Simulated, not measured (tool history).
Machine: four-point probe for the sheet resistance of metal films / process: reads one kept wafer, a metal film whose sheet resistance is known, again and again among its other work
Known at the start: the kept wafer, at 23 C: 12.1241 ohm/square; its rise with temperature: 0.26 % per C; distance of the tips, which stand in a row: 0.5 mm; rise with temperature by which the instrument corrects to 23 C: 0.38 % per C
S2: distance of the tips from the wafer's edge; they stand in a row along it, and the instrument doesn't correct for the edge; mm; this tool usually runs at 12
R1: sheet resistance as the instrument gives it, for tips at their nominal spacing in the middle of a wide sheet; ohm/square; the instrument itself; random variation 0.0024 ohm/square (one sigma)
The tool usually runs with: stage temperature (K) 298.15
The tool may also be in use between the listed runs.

{"run": 1, "hour": 0.0, "stage temperature (K)": 298.15, "S2": 12, "R1": 12.100169}
{"run": 2, "hour": 27.6, "stage temperature (K)": 298.15, "S2": 12, "R1": 12.097636}
{"run": 3, "hour": 52.5, "stage temperature (K)": 298.15, "S2": 55, "R1": 12.083494}
{"run": 4, "hour": 74.7, "stage temperature (K)": 298.15, "S2": 12, "R1": 12.099243}
{"run": 5, "hour": 101.8, "stage temperature (K)": 298.15, "S2": 12, "R1": 12.094799}
{"run": 6, "hour": 119.1, "stage temperature (K)": 298.15, "S2": 12, "R1": 12.094528}
{"run": 7, "hour": 141.1, "stage temperature (K)": 303.15, "S2": 12, "R1": 12.026646}
{"run": 8, "hour": 158.2, "stage temperature (K)": 298.15, "S2": 4, "R1": 12.189147}
{"run": 9, "hour": 182.3, "stage temperature (K)": 294.15, "S2": 59, "R1": 12.141792}
{"run": 10, "hour": 196.4, "stage temperature (K)": 294.15, "S2": 59, "R1": 12.140736}
{"run": 11, "hour": 213.2, "stage temperature (K)": 296.15, "S2": 67, "R1": 12.114747}
{"run": 12, "hour": 236.0, "stage temperature (K)": 296.15, "S2": 67, "R1": 12.111472}
{"run": 13, "hour": 256.0, "stage temperature (K)": 307.15, "S2": 28, "R1": 11.968163}

Alternative continuations, all from the tool just after run 13; predict every row:
{"run": "A", "hour": 281.0, "stage temperature (K)": 298.15, "S2": 10, "R1": "?"}
{"run": "B", "hour": 281.0, "stage temperature (K)": 303.15, "S2": 29, "R1": "?"}
{"run": "C", "hour": 281.0, "stage temperature (K)": 292.15, "S2": 11, "R1": "?"}
{"run": "D", "hour": 281.0, "stage temperature (K)": 307.15, "S2": 12, "R1": "?"}
{"run": "E", "hour": 281.0, "stage temperature (K)": 297.15, "S2": 31, "R1": "?"}

run=A R1=12.103927
run=B R1=12.019087
run=C R1=12.182472
run=D R1=11.971738
run=E R1=12.099612
Take away the tool's hidden state, keep each run's random variation, and the runs would have read:
run=A R1=12.115241
run=B R1=12.030359
run=C R1=12.193815
run=D R1=11.982993
run=E R1=12.110916

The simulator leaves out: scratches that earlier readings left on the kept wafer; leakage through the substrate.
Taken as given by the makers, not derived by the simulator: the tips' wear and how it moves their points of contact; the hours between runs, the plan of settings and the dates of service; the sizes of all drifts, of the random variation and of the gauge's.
